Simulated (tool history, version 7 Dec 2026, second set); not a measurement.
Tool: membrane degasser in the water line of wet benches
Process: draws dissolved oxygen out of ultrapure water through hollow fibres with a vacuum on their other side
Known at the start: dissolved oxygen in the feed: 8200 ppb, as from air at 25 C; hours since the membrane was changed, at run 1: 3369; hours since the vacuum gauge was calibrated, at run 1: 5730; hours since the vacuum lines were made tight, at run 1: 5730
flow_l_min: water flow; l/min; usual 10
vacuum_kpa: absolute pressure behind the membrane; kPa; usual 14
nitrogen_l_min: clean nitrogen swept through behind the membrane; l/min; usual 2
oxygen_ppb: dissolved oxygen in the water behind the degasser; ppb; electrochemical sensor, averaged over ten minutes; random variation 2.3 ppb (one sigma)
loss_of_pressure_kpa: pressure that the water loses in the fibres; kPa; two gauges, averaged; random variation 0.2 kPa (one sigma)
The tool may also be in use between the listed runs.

run    hour  flow_l_min  vacuum_kpa  nitrogen_l_min  hours since the membrane was changed  hours since the vacuum gauge was calibrated  hours since the vacuum lines were made tight  oxygen_ppb  loss_of_pressure_kpa
  1       0          10          14               2                                  3369                                         5730                                          5730       222.2                 46.03
  2   110.1          10          14               2                                  3479                                         5840                                          5840         220                 45.67
  3     274          10          14               2                                  3643                                         6004                                          6004       227.3                 45.86
  4   475.2          10          14               2                                  3844                                         6206                                          6206       222.1                 45.65
  5   673.6          10          14               2                                  4042                                         6404                                          6404       221.6                 45.66
  6   775.3          10          14            2.28                                  4144                                         6506                                          6506       209.9                 45.81
  7   873.3          10        32.1            2.28                                  4242                                         6604                                          6604       387.3                  45.8
  8    1025          10          14               2                                  4394                                         6755                                          6755         222                 46.05
  9  1128.4          12          14               2                                  4497                                         6859                                          6859       310.1                 55.03
     1178.9  -- vacuum gauge calibrated
 10    1230          10          14            1.58                                  4598                                           51                                          6960       250.6                 45.78
     1288.8  -- seals of the vacuum lines changed
 11  1426.6           6          14               2                                  4793                                          246                                           138        93.1                 27.69
 12  1557.1           6          14               2                                  4923                                          376                                           268        92.9                 27.29
 13  1680.6          10          14               2                                  5047                                          500                                           392       220.7                 45.68
 14  1822.3          10          14               2                                  5189                                          641                                           534       223.2                 46.21
 15  2021.5          10          14               2                                  5388                                          841                                           733       224.4                 46.03
 16  2139.3          10          14               2                                  5506                                          958                                           851       221.7                 45.98
 17  2269.2          14        22.8            4.11                                  5636                                         1088                                           980       393.2                 64.26
 18  2413.6          10        13.9            5.63                                  5780                                         1233                                          1125       144.2                 45.82
 19  2554.7          13        27.6            1.86                                  5921                                         1374                                          1266       570.3                  59.6
 20  2710.5          13        27.6            1.86                                  6077                                         1530                                          1422       584.1                 59.49
 21  2845.3          12        20.6            1.12                                  6212                                         1664                                          1556       566.1                 55.37
 22  2984.1          12        20.6            1.12                                  6350                                         1803                                          1695       571.5                 55.22
 23  3125.8          12        20.6            5.26                                  6492                                         1945                                          1837       257.9                 55.09
 24  3319.6          12        20.6            5.26                                  6686                                         2139                                          2031         256                 55.51
 25    3443          12        16.6            1.29                                  6809                                         2262                                          2154         440                 55.24
 26  3600.7           8        27.7               2                                  6967                                         2420                                          2312       285.9                 36.47
 27  3820.7          10        31.6            0.99                                  7187                                         2640                                          2532       717.3                 45.67
 28  3942.7          15        31.6            0.99                                  7309                                         2762                                          2654      1122.4                 68.84
 29  4076.6          13         8.6            5.41                                  7443                                         2896                                          2788       231.2                 59.72
 30  4256.6           6        29.5            1.03                                  7623                                         3076                                          2968       365.2                 27.21
 31  4351.2          10         9.2             1.4                                  7717                                         3170                                          3062       195.1                 45.71

4 ways to go on from here, each from the tool as it stands after run 31. What would each give?
  A  4543.8          10        18.3            5.29                                  7910                                         3363                                          3255           ?                     ?
  B  4543.8          10        22.7               2                                  7910                                         3363                                          3255           ?                     ?
  C  4543.8          10        34.8             1.4                                  7910                                         3363                                          3255           ?                     ?
  D  4543.8           9          14            1.16                                  7910                                         3363                                          3255           ?                     ?

run  oxygen_ppb  loss_of_pressure_kpa
  A         165                 45.75
  B       322.6                 46.24
  C       594.5                 46.11
  D       265.1                 40.89
Without the tool's hidden state the same runs would have given:
run  oxygen_ppb  loss_of_pressure_kpa
  A       164.6                 45.71
  B       322.1                  46.2
  C       593.9                 46.08
  D       264.7                 40.86
